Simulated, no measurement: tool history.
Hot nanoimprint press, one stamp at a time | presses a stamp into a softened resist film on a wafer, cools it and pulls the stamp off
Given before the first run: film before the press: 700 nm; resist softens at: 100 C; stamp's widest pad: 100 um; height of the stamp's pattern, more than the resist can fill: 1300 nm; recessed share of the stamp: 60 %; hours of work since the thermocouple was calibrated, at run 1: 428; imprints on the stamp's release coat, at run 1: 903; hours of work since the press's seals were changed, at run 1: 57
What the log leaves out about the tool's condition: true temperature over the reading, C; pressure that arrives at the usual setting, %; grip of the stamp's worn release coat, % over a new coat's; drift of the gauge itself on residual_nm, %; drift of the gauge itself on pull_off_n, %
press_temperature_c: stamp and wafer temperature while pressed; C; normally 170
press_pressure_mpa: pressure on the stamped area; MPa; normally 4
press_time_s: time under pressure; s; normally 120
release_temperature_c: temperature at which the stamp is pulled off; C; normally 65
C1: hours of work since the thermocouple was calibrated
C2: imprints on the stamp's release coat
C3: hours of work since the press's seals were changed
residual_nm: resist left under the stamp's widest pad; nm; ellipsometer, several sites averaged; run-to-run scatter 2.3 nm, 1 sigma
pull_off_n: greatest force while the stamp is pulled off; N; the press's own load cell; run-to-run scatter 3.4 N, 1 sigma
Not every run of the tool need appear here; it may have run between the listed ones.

Run 1, hour 0: usual settings; C1 428; C2 903; C3 57. Result: residual_nm 406.7 nm, pull_off_n 211 N.
Run 2, hour 18.9: usual settings; C1 440; C2 972; C3 68. Result: residual_nm 403.7 nm, pull_off_n 214 N.
Run 3, hour 30.1: usual settings; C1 446; C2 1014; C3 75. Result: residual_nm 409.8 nm, pull_off_n 224 N.
Run 4, hour 45.5: usual settings but press_pressure_mpa 2.67 MPa; C1 455; C2 1070; C3 84. Result: residual_nm 472.4 nm, pull_off_n 222 N.
Run 5, hour 61.2: usual settings but press_pressure_mpa 2.67 MPa; C1 464; C2 1127; C3 93. Result: residual_nm 465.7 nm, pull_off_n 222 N.
Run 6, hour 74.3: usual settings but press_pressure_mpa 2.67 MPa; C1 472; C2 1175; C3 101. Result: residual_nm 466.5 nm, pull_off_n 226 N.
Run 7, hour 88.2: usual settings but press_pressure_mpa 2.67 MPa; C1 480; C2 1226; C3 109. Result: residual_nm 471.4 nm, pull_off_n 227 N.
Run 8, hour 100.1: usual settings but press_pressure_mpa 2.67 MPa; C1 487; C2 1269; C3 116. Result: residual_nm 471.2 nm, pull_off_n 226 N.
At hour 126.9: plate thermocouple calibrated.
Run 9, hour 128.4: usual settings but press_pressure_mpa 2.67 MPa; C1 1; C2 1362; C3 130. Result: residual_nm 429.7 nm, pull_off_n 231 N.
Run 10, hour 141.2: usual settings but press_temperature_c 162 C; C1 8; C2 1409; C3 138. Result: residual_nm 513.4 nm, pull_off_n 233 N.
Run 11, hour 153.2: usual settings but press_temperature_c 162 C; C1 15; C2 1453; C3 145. Result: residual_nm 518.4 nm, pull_off_n 232 N.
Run 12, hour 173.4: usual settings but press_temperature_c 162 C; C1 27; C2 1527; C3 157. Result: residual_nm 515.2 nm, pull_off_n 242 N.
At hour 195.6: stamp cleaned and given a new release coat.
Run 13, hour 198.1: usual settings but press_temperature_c 162 C, press_pressure_mpa 3.41 MPa; C1 38; C2 9; C3 168. Result: residual_nm 541.8 nm, pull_off_n 164 N.
Run 14, hour 210.7: usual settings; C1 45; C2 55; C3 175. Result: residual_nm 374.9 nm, pull_off_n 168 N.
Run 15, hour 233.9: usual settings; C1 59; C2 140; C3 189. Result: residual_nm 376.8 nm, pull_off_n 172 N.
Run 16, hour 255.9: usual settings but press_pressure_mpa 5.43 MPa, press_time_s 182 s, release_temperature_c 56 C; C1 72; C2 220; C3 201. Result: residual_nm 284.6 nm, pull_off_n 192 N.
Run 17, hour 277.4: usual settings but press_pressure_mpa 2.72 MPa, press_time_s 63 s, release_temperature_c 71 C; C1 84; C2 299; C3 214. Result: residual_nm 520.8 nm, pull_off_n 174 N.
Run 18, hour 300.7: usual settings but press_pressure_mpa 4.9 MPa, press_time_s 71 s, release_temperature_c 53 C; C1 98; C2 384; C3 228. Result: residual_nm 422 nm, pull_off_n 206 N.
Run 19, hour 325: usual settings but press_temperature_c 167 C, press_pressure_mpa 4.9 MPa, press_time_s 76 s, release_temperature_c 63 C; C1 112; C2 473; C3 242. Result: residual_nm 461.7 nm, pull_off_n 198 N.
Run 20, hour 349.4: usual settings but press_temperature_c 168 C, press_pressure_mpa 4.05 MPa, press_time_s 76 s, release_temperature_c 63 C; C1 127; C2 562; C3 256. Result: residual_nm 474.6 nm, pull_off_n 200 N.
Run 21, hour 369.2: usual settings but press_temperature_c 175 C, release_temperature_c 54 C; C1 138; C2 635; C3 268. Result: residual_nm 303.2 nm, pull_off_n 221 N.
Run 22, hour 384.6: usual settings but press_temperature_c 164 C, press_pressure_mpa 4.7 MPa, press_time_s 95 s, release_temperature_c 69 C; C1 147; C2 691; C3 277. Result: residual_nm 496.9 nm, pull_off_n 184 N.
Run 23, hour 401.5: usual settings but press_temperature_c 174 C, press_pressure_mpa 5.18 MPa, press_time_s 95 s, release_temperature_c 63 C; C1 157; C2 753; C3 287. Result: residual_nm 311.1 nm, pull_off_n 208 N.
Run 24, hour 422.1: usual settings but press_temperature_c 174 C, press_pressure_mpa 5.18 MPa, press_time_s 95 s, release_temperature_c 63 C; C1 169; C2 828; C3 299. Result: residual_nm 311.5 nm, pull_off_n 208 N.
Run 25, hour 448.6: usual settings but press_temperature_c 174 C, press_pressure_mpa 5.18 MPa, press_time_s 95 s, release_temperature_c 63 C; C1 185; C2 925; C3 314. Result: residual_nm 314.9 nm, pull_off_n 219 N.
Run 26, hour 465.2: usual settings but press_temperature_c 163 C; C1 194; C2 986; C3 324. Result: residual_nm 512.1 nm, pull_off_n 212 N.
Run 27, hour 483: usual settings but press_temperature_c 163 C; C1 205; C2 1051; C3 334. Result: residual_nm 513.7 nm, pull_off_n 217 N.
Run 28, hour 507.3: usual settings but press_pressure_mpa 5.21 MPa, press_time_s 147 s, release_temperature_c 64 C; C1 219; C2 1140; C3 349. Result: residual_nm 328.5 nm, pull_off_n 224 N.
Run 29, hour 533: usual settings but press_pressure_mpa 5.21 MPa, press_time_s 147 s, release_temperature_c 73 C; C1 234; C2 1234; C3 364. Result: residual_nm 328.2 nm, pull_off_n 218 N.
Run 30, hour 544.6: usual settings but press_temperature_c 171 C, press_pressure_mpa 5.21 MPa, press_time_s 147 s, release_temperature_c 58 C; C1 241; C2 1276; C3 370. Result: residual_nm 311.7 nm, pull_off_n 255 N.

Below, some changes in residual_nm between adjacent runs. For each, the amount present without the hidden state too (settings, incoming material, random variation) and the amount remaining for the hidden state with gauge scatter not shared by both compared results:
Run 8 -> 9: plate thermocouple calibrated. residual_nm -41.5 nm: hidden state -39.8, all else -1.7.
Run 16 -> 17: press_pressure_mpa 5.43 -> 2.72, press_time_s 182 -> 63, release_temperature_c 56 -> 71. residual_nm +236.2 nm: hidden state +0.1, all else +236.1.
Run 17 -> 18: press_pressure_mpa 2.72 -> 4.9, press_time_s 63 -> 71, release_temperature_c 71 -> 53. residual_nm -98.8 nm: hidden state +3.5, all else -102.3.
Run 21 -> 22: press_temperature_c 175 -> 164, press_pressure_mpa 4 -> 4.7, press_time_s 120 -> 95, release_temperature_c 54 -> 69. residual_nm +193.7 nm: hidden state +3.6, all else +190.1.
Run 25 -> 26: press_temperature_c 174 -> 163, press_pressure_mpa 5.18 -> 4, press_time_s 95 -> 120, release_temperature_c 63 -> 65. residual_nm +197.2 nm: hidden state +2.2, all else +195.
